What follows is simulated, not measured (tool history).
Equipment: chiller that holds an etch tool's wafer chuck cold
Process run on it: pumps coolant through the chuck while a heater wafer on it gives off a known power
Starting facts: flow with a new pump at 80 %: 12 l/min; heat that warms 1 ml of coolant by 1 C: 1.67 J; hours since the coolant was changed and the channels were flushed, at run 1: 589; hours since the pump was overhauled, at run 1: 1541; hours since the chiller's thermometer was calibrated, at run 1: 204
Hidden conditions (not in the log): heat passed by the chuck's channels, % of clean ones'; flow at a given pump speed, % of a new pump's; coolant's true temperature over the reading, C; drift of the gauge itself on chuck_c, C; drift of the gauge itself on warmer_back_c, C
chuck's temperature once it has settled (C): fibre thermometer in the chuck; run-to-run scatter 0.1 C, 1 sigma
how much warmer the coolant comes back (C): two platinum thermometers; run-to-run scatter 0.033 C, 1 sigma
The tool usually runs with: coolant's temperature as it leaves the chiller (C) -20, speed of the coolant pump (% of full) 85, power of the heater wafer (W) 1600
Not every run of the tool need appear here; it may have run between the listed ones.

run	hour	coolant's temperature as it leaves the chiller (C)	speed of the coolant pump (% of full)	power of the heater wafer (W)	hours since the coolant was changed and the channels were flushed	hours since the pump was overhauled	hours since the chiller's thermometer was calibrated	chuck's temperature once it has settled (C)	how much warmer the coolant comes back (C)
1	0.0	-20	85	1600	589	1541	204	-7.0	4.49
2	39.7	-20	85	1600	629	1580	244	-7.3	4.48
3	77.9	-20	92	1600	667	1618	282	-7.9	4.14
4	110.4	-20	92	1600	700	1651	315	-7.9	4.04
5	128.9	-20	92	1600	718	1669	333	-7.9	4.10
6	162.9	-20	92	1600	752	1703	367	-8.1	4.11
7	198.2	-20	92	1600	788	1739	402	-7.8	4.06
8	226.2	-20	85	942	816	1767	430	-12.4	2.63
9	262.0	-10	65	1034	851	1803	466	0.0	3.90
10	279.0	-10	65	1034	868	1820	483	0.1	3.92
11	313.5	-20	77	1600	903	1854	518	-6.1	4.97
12	336.3	-20	74	1600	926	1877	540	-5.8	5.19
13	362.6	-20	74	1600	952	1903	567	-6.0	5.24
14	386.1	-20	85	1600	975	1927	590	-7.1	4.52
15	415.8	-20	69	1899	1005	1956	620	-2.5	6.70
16	447.2	-13	76	1535	1037	1988	651	0.1	4.85

Forecast each of these 3 alternatives for the next run:
A	472.5	-20	73	1600	1062	2013	677	?	?
B	472.5	-20	77	1699	1062	2013	677	?	?
C	472.5	-27	93	1375	1062	2013	677	?	?

run	chuck's temperature once it has settled (C)	how much warmer the coolant comes back (C)
A	-5.9	5.29
B	-5.4	5.32
C	-16.6	3.52
Take away the tool's hidden state, keep each run's random variation, and the runs would have read:
run	chuck's temperature once it has settled (C)	how much warmer the coolant comes back (C)
A	-5.9	5.29
B	-5.4	5.32
C	-16.6	3.52
